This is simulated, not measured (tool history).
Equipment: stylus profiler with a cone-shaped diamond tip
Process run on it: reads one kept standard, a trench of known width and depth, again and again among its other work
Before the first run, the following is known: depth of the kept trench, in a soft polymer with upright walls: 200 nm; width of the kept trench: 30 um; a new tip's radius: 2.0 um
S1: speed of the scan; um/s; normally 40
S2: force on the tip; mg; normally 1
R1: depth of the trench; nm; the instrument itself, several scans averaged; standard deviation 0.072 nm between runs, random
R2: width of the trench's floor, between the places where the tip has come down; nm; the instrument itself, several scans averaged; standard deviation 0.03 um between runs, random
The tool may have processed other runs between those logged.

run	day	S1	S2	R1	R2
1	0	40	1	202.04	27870
2	0.842	40	1	202.02	27840
3	1.692	118	1	202.03	27420
4	2.421	118	1	201.96	27390
5	3.725	40	2.53	203.01	27900
6	4.662	40	1	202.08	27730
7	5.758	40	1	202.03	27800
8	6.812	40	1	202.03	27740
9	7.8	40	1	202	27770
10	9.117	40	1	202.17	27770
11	10.329	40	1	202.19	27730
12	11.646	40	0.71	202.09	27720
13	12.921	34	1	202.34	27820
14	13.85	130	1.13	202.37	27250
15	14.838	43	0.47	201.87	27600

Predict the results of run 16:
16	16.171	29	0.47	?	?

R1: 201.69 nm
R2: 27690 nm
Minus the tool's unlogged condition, the same run would have read R1 200.46 nm, R2 28030 nm.

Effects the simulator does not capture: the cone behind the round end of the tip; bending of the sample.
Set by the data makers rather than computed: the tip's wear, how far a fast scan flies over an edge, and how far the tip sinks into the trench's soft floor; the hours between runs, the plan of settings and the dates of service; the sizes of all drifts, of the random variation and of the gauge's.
